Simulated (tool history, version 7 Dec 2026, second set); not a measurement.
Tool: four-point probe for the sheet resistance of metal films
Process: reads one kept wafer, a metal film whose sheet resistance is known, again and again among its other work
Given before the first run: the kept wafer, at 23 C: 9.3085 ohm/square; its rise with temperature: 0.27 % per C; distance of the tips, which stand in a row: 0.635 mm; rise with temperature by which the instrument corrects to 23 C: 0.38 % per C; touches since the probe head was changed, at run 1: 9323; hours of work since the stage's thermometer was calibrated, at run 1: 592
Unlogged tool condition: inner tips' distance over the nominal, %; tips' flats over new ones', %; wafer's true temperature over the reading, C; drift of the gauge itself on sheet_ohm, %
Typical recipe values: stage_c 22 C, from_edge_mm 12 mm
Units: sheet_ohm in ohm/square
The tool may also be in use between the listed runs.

run	hour	stage_c	from_edge_mm	touches since the probe head was changed	hours of work since the stage's thermometer was calibrated	sheet_ohm
1	0.0	22	12	9323	592	9.301909
2	16.6	22	12	9538	601	9.306231
3	44.2	22	12	9898	617	9.303441
4	73.9	22	12	10284	634	9.306272
5	94.5	22	12	10552	646	9.306518
6	114.5	26	12	10812	657	9.259906
7	127.0	22	12	10974	665	9.308794
8	152.6	22	12	11307	679	9.302172
9	179.8	22	12	11660	695	9.305683
10	200.5	33	5	11931	707	9.258068
11	223.5	25	13	12229	720	9.270607
12	237.7	28	12	12413	728	9.244906
13	257.5	28	12	12672	739	9.242268
14	279.9	24	9	12963	752	9.295707
15	308.9	22	21	13340	769	9.300791
16	329.0	22	8	13601	780	9.325667
17	344.0	26	4	13797	789	9.374247
18	358.8	33	5	13988	797	9.258928

Predict each of these 3 candidate next runs independently; none follows another, all start after run 18:
A	384.3	30	16	14321	812	?
B	384.3	26	12	14321	812	?
C	384.3	19	3	14321	812	?

run	sheet_ohm
A	9.219231
B	9.263875
C	9.545928
With no hidden state in the tool, these same runs would have given:
run	sheet_ohm
A	9.244365
B	9.289192
C	9.572093

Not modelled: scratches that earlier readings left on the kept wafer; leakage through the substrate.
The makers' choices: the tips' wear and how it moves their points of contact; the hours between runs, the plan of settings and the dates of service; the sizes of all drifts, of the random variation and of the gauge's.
